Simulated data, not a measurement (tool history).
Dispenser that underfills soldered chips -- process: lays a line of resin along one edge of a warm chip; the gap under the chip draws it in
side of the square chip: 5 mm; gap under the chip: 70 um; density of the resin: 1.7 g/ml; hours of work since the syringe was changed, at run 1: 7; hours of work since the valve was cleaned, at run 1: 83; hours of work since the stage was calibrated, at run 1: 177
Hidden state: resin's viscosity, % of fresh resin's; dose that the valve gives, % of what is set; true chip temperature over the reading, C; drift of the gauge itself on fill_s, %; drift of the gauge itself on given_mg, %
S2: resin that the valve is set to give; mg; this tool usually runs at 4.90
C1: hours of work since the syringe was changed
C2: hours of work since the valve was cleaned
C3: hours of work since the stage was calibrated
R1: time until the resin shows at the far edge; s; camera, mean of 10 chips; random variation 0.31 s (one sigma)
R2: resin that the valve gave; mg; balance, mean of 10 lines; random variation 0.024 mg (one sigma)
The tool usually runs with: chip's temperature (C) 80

Run 1, day 0.000: usual settings; C1 7; C2 83; C3 177. Result: R1 8.5 s, R2 4.59 mg.
Run 2, day 0.117: usual settings; C1 9; C2 85; C3 179. Result: R1 9.6 s, R2 4.64 mg.
At day 0.183: new syringe of resin.
Run 3, day 0.258: usual settings; C1 1; C2 87; C3 182. Result: R1 7.4 s, R2 4.64 mg.
Run 4, day 0.379: usual settings; C1 3; C2 89; C3 184. Result: R1 7.8 s, R2 4.60 mg.
At day 0.517: dispensing valve cleaned and set on the balance.
Run 5, day 0.604: usual settings; C1 6; C2 1; C3 187. Result: R1 8.0 s, R2 4.89 mg.
Run 6, day 0.717: usual settings; C1 8; C2 3; C3 189. Result: R1 8.7 s, R2 4.88 mg.
At day 0.846: new syringe of resin.
Run 7, day 0.975: usual settings; C1 2; C2 8; C3 193. Result: R1 7.7 s, R2 4.79 mg.
Run 8, day 1.100: usual settings; C1 4; C2 10; C3 195. Result: R1 8.2 s, R2 4.80 mg.
Run 9, day 1.325: usual settings; C1 8; C2 14; C3 199. Result: R1 9.1 s, R2 4.85 mg.
At day 1.454: new syringe of resin.
Run 10, day 1.479: usual settings but S2 6.33 mg; C1 0; C2 16; C3 201. Result: R1 7.0 s, R2 6.24 mg.
Run 11, day 1.683: usual settings but S2 6.33 mg; C1 4; C2 20; C3 205. Result: R1 8.1 s, R2 6.24 mg.
Run 12, day 1.946: usual settings but S2 6.33 mg; C1 8; C2 24; C3 209. Result: R1 9.2 s, R2 6.23 mg.
At day 2.075: new syringe of resin.
Run 13, day 2.171: usual settings but chip's temperature (C) 73; C1 2; C2 28; C3 213. Result: R1 11.5 s, R2 4.81 mg.
Run 14, day 2.279: usual settings but chip's temperature (C) 73; C1 4; C2 29; C3 215. Result: R1 12.1 s, R2 4.78 mg.
Run 15, day 2.521: usual settings but chip's temperature (C) 73; C1 8; C2 34; C3 219. Result: R1 13.4 s, R2 4.76 mg.
At day 2.692: new syringe of resin.
Run 16, day 2.754: usual settings but chip's temperature (C) 73, S2 5.39 mg; C1 1; C2 37; C3 223. Result: R1 10.4 s, R2 5.24 mg.
Run 17, day 2.883: usual settings but chip's temperature (C) 73, S2 5.39 mg; C1 3; C2 40; C3 225. Result: R1 11.0 s, R2 5.20 mg.
Run 18, day 3.046: usual settings but chip's temperature (C) 83, S2 5.10 mg; C1 6; C2 42; C3 228. Result: R1 7.1 s, R2 4.94 mg.
Run 19, day 3.225: usual settings but chip's temperature (C) 78, S2 4.47 mg; C1 9; C2 45; C3 231. Result: R1 10.7 s, R2 4.30 mg.
At day 3.312: new syringe of resin.
Run 20, day 3.417: usual settings but S2 4.47 mg; C1 2; C2 48; C3 234. Result: R1 7.3 s, R2 4.28 mg.
Run 21, day 3.554: usual settings but chip's temperature (C) 71, S2 4.46 mg; C1 4; C2 51; C3 236. Result: R1 13.5 s, R2 4.31 mg.
Run 22, day 3.788: usual settings but chip's temperature (C) 74, S2 4.76 mg; C1 8; C2 55; C3 240. Result: R1 12.9 s, R2 4.54 mg.
At day 3.929: new syringe of resin.
Run 23, day 3.979: usual settings but chip's temperature (C) 78, S2 4.76 mg; C1 1; C2 58; C3 243. Result: R1 8.4 s, R2 4.54 mg.
Run 24, day 4.154: usual settings but chip's temperature (C) 87, S2 4.58 mg; C1 4; C2 61; C3 246. Result: R1 5.7 s, R2 4.38 mg.
Run 25, day 4.279: usual settings but chip's temperature (C) 72, S2 4.29 mg; C1 6; C2 63; C3 248. Result: R1 12.9 s, R2 4.09 mg.
Run 26, day 4.479: usual settings but chip's temperature (C) 79, S2 4.89 mg; C1 9; C2 66; C3 252. Result: R1 9.7 s, R2 4.65 mg.
At day 4.533: new syringe of resin.
Run 27, day 4.658: usual settings but chip's temperature (C) 79, S2 4.89 mg; C1 2; C2 69; C3 254. Result: R1 8.8 s, R2 4.65 mg.
Run 28, day 4.917: usual settings but S2 5.83 mg; C1 7; C2 74; C3 259. Result: R1 9.0 s, R2 5.51 mg.
At day 5.150: new syringe of resin.
Run 29, day 5.175: usual settings but S2 5.83 mg; C1 0; C2 78; C3 263. Result: R1 7.3 s, R2 5.44 mg.
Run 30, day 5.292: usual settings but chip's temperature (C) 93, S2 5.91 mg; C1 2; C2 80; C3 265. Result: R1 4.4 s, R2 5.57 mg.
Run 31, day 5.500: usual settings but chip's temperature (C) 78, S2 5.12 mg; C1 6; C2 83; C3 269. Result: R1 9.5 s, R2 4.80 mg.
Run 32, day 5.638: usual settings but chip's temperature (C) 67, S2 5.11 mg; C1 8; C2 86; C3 271. Result: R1 19.0 s, R2 4.78 mg.
At day 5.762: new syringe of resin.
Run 33, day 5.833: usual settings but chip's temperature (C) 77, S2 5.83 mg; C1 1; C2 89; C3 274. Result: R1 8.9 s, R2 5.44 mg.

Each run again, without the hidden state but with its own random variation kept:
run    R1    R2
  1   6.3  4.89
  2   6.9  4.95
  3   6.8  4.95
  4   6.8  4.92
  5   6.3  4.90
  6   6.4  4.90
  7   6.9  4.83
  8   7.0  4.85
  9   6.8  4.91
 10   6.6  6.33
 11   6.9  6.35
 12   6.9  6.36
 13  10.2  4.92
 14  10.2  4.90
 15   9.9  4.89
 16   9.6  5.40
 17   9.6  5.37
 18   5.7  5.11
 19   7.9  4.46
 20   6.5  4.45
 21  11.2  4.48
 22   9.5  4.75
 23   7.6  4.75
 24   4.8  4.60
 25   9.8  4.30
 26   6.7  4.90
 27   7.6  4.91
 28   6.7  5.84
 29   6.5  5.78
 30   3.8  5.93
 31   7.2  5.12
 32  13.3  5.11
 33   8.1  5.84
